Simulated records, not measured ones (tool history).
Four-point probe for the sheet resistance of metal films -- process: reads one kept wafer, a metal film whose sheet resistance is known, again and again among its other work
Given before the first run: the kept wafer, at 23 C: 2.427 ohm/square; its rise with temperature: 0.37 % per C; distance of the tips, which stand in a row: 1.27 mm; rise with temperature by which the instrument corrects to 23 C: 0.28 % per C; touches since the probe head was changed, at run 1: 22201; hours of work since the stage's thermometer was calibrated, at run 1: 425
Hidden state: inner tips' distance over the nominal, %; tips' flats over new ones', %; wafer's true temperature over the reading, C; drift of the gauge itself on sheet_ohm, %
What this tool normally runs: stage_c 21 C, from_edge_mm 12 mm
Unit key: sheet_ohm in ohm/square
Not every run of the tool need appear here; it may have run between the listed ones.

run,day,stage_c,from_edge_mm,touches since the probe head was changed,hours of work since the stage's thermometer was calibrated,sheet_ohm
1,0.000,21,12,22201,425,2.437003
2,0.833,21,12,23115,439,2.437269
3,1.325,21,12,23653,447,2.436774
4,1.808,21,12,24188,454,2.436849
5,2.342,21,12,24770,463,2.435946
6,3.088,21,39,25591,475,2.424049
7,3.954,27,12,26539,489,2.450781
8,4.442,21,5,27075,497,2.504556
9,5.129,21,12,27831,508,2.436210
10,5.558,26,12,28301,515,2.447427
11,6.308,31,12,29124,527,2.459489
12,6.767,31,12,29627,535,2.459909
13,7.512,31,12,30447,547,2.458554
14,8.175,31,12,31173,557,2.460161
15,8.796,31,5,31857,568,2.526991
16,9.642,31,5,32783,581,2.526674
17,10.362,30,9,33575,593,2.468718
18,10.729,26,4,33975,599,2.559371
19,11.400,19,4,34714,610,2.540989

Expected results for the next run?
20,11.783,21,6,35132,616,?

sheet_ohm: 2.479040 ohm/square
Were there no unlogged condition in the tool, this run, its random variation unchanged, would have produced sheet_ohm 2.479048 ohm/square.
